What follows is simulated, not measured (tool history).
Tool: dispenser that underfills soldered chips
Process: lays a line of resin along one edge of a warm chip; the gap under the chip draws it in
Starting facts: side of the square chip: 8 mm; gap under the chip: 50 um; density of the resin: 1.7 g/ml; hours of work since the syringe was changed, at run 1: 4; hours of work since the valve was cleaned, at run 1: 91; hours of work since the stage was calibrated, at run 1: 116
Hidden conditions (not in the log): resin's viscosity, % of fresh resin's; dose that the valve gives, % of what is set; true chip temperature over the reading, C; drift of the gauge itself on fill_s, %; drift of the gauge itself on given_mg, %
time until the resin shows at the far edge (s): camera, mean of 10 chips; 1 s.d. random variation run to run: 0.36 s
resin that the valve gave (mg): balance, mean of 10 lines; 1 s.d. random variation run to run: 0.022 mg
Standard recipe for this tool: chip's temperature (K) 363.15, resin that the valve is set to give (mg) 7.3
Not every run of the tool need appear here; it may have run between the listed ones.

run	day	chip's temperature (K)	resin that the valve is set to give (mg)	hours of work since the syringe was changed	hours of work since the valve was cleaned	hours of work since the stage was calibrated	time until the resin shows at the far edge (s)	resin that the valve gave (mg)
1	0	363.15	7.3	4	91	116	34.3	6.82
# day 0.117: new syringe of resin
2	0.2	363.15	7.3	1	93	119	32	6.78
# day 0.358: dispensing valve cleaned and set on the balance
3	0.433	363.15	7.3	4	1	121	34.4	7.29
# day 0.542: new syringe of resin
4	0.604	361.15	7.3	1	4	124	33.5	7.24
# day 0.904: new syringe of resin
5	0.904	361.15	7.3	0	8	128	32.9	7.26
6	1.058	361.15	7.3	2	10	131	35.4	7.24
# day 1.267: new syringe of resin
7	1.433	361.15	7.3	3	16	136	36.1	7.2
# day 1.638: new syringe of resin
8	1.804	362.15	7.3	3	22	142	34.8	7.2
# day 1.996: new syringe of resin
9	2.038	356.15	7.3	1	25	145	43.9	7.16
10	2.225	356.15	7.3	4	28	148	45.9	7.14
# day 2.358: new syringe of resin
11	2.496	356.15	7.3	2	32	152	43.2	7.09
# day 2.725: new syringe of resin
12	2.779	356.15	7.3	1	36	156	41.4	7.09
13	2.983	356.15	7.3	4	39	159	46.4	7.08
# day 3.079: new syringe of resin
14	3.171	356.15	7.3	1	42	162	43	7.04
# day 3.446: new syringe of resin
15	3.496	356.15	7.3	1	47	167	41.8	7.02
16	3.767	356.15	7.3	5	51	171	47.3	7.03
# day 3.8: new syringe of resin
17	3.946	356.15	7.3	2	54	174	43.2	7.03
# day 4.162: new syringe of resin
18	4.288	350.15	7.31	2	59	179	56.3	7.02
# day 4.533: new syringe of resin
19	4.533	350.15	7.31	0	62	182	51.7	7.01
20	4.821	350.15	7.31	4	67	187	59.3	6.92
# day 4.904: new syringe of resin
21	5.1	350.15	7.31	3	71	191	57	6.96
# day 5.258: new syringe of resin
22	5.367	369.15	7.63	2	75	195	25.4	7.23
# day 5.633: new syringe of resin
23	5.704	364.15	8.96	1	80	200	29.3	8.42
24	5.962	364.15	8.29	5	84	204	34.1	7.79
# day 6.004: new syringe of resin
25	6.146	354.15	7.01	2	86	207	48.8	6.6
# day 6.383: new syringe of resin
26	6.438	370.15	6.54	1	91	211	25.5	6.08
# day 6.738: new syringe of resin
27	6.738	370.15	7.15	0	95	215	22.9	6.66
# day 6.804: dispensing valve cleaned and set on the balance
28	6.95	370.15	7.15	3	2	218	24.6	7.18
# day 7.15: new syringe of resin
29	7.221	370.15	7.15	1	6	222	23.8	7.15
# day 7.521: new syringe of resin
30	7.596	372.15	7.28	1	12	228	22.1	7.23
31	7.746	377.15	8.95	3	14	230	18.4	8.85
# day 7.888: new syringe of resin
32	7.967	377.15	8.95	1	17	233	17.8	8.85
33	8.138	377.15	8.95	4	20	236	19.6	8.87
# day 8.25: new syringe of resin
34	8.442	350.15	8.57	3	24	240	55.1	8.43

Alternative continuations, all from the tool just after run 34; predict every row:
# day 8.625: new syringe of resin
A	8.65	350.15	7.22	0	27	243	?	?
# day 8.625: new syringe of resin
B	8.65	377.15	8.35	0	27	243	?	?
# day 8.625: new syringe of resin
C	8.65	378.15	8.57	0	27	243	?	?

run	time until the resin shows at the far edge (s)	resin that the valve gave (mg)
A	53.3	7.1
B	18.1	8.2
C	17	8.39
With no hidden state in the tool, these same runs would have given:
run	time until the resin shows at the far edge (s)	resin that the valve gave (mg)
A	52.2	7.24
B	17.8	8.36
C	16.7	8.56
